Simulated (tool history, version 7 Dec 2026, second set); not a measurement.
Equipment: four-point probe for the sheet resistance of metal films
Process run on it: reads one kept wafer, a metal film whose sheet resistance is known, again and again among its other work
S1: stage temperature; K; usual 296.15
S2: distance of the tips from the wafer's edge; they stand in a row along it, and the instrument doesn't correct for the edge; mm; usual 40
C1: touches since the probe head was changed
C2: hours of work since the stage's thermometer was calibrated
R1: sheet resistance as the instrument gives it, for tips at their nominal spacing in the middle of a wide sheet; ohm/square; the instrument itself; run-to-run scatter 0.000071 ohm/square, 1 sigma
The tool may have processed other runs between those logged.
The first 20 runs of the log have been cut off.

{"run": 21, "hour": 1061.2, "S1": 296.15, "S2": 38, "C1": 111609, "C2": 897, "R1": 0.357105}
{"run": 22, "hour": 1131.1, "S1": 306.15, "S2": 19, "C1": 114652, "C2": 935, "R1": 0.352295}
{"run": 23, "hour": 1187.9, "S1": 300.15, "S2": 60, "C1": 117127, "C2": 966, "R1": 0.354934}
{"run": 24, "hour": 1257.2, "S1": 291.15, "S2": 39, "C1": 120142, "C2": 1005, "R1": 0.359704}
{"run": 25, "hour": 1330.6, "S1": 293.15, "S2": 5, "C1": 123336, "C2": 1045, "R1": 0.361759}
{"run": 26, "hour": 1369.5, "S1": 293.15, "S2": 5, "C1": 125028, "C2": 1066, "R1": 0.361666}
{"run": 27, "hour": 1437.4, "S1": 293.15, "S2": 5, "C1": 127985, "C2": 1104, "R1": 0.361728}
{"run": 28, "hour": 1507.0, "S1": 304.15, "S2": 6, "C1": 131012, "C2": 1142, "R1": 0.355245}
{"run": 29, "hour": 1564.0, "S1": 304.15, "S2": 6, "C1": 133496, "C2": 1174, "R1": 0.355124}
{"run": 30, "hour": 1596.9, "S1": 304.15, "S2": 6, "C1": 134926, "C2": 1192, "R1": 0.355127}
{"run": 31, "hour": 1661.2, "S1": 294.15, "S2": 39, "C1": 137727, "C2": 1227, "R1": 0.358195}
{"run": 32, "hour": 1700.5, "S1": 294.15, "S2": 10, "C1": 139433, "C2": 1249, "R1": 0.358912}
{"run": 33, "hour": 1744.0, "S1": 296.15, "S2": 23, "C1": 141329, "C2": 1273, "R1": 0.357301}
{"run": 34, "hour": 1813.5, "S1": 299.15, "S2": 49, "C1": 144351, "C2": 1311, "R1": 0.35542}
{"run": 35, "hour": 1860.4, "S1": 292.15, "S2": 3, "C1": 146394, "C2": 1337, "R1": 0.367457}
{"run": 36, "hour": 1927.0, "S1": 306.15, "S2": 11, "C1": 149293, "C2": 1374, "R1": 0.352719}
{"run": 37, "hour": 1969.1, "S1": 293.15, "S2": 17, "C1": 151123, "C2": 1397, "R1": 0.358967}

Each row is a separate what-if for the run after 37, all from the same tool condition, not one after another. Results?
{"run": "A", "hour": 2036.8, "S1": 297.15, "S2": 40, "C1": 154073, "C2": 1434, "R1": "?"}
{"run": "B", "hour": 2036.8, "S1": 300.15, "S2": 17, "C1": 154073, "C2": 1434, "R1": "?"}
{"run": "C", "hour": 2036.8, "S1": 307.15, "S2": 40, "C1": 154073, "C2": 1434, "R1": "?"}

run=A R1=0.35655
run=B R1=0.355268
run=C R1=0.351635
With no hidden state in the tool, these same runs would have given:
run=A R1=0.356592
run=B R1=0.35531
run=C R1=0.351677
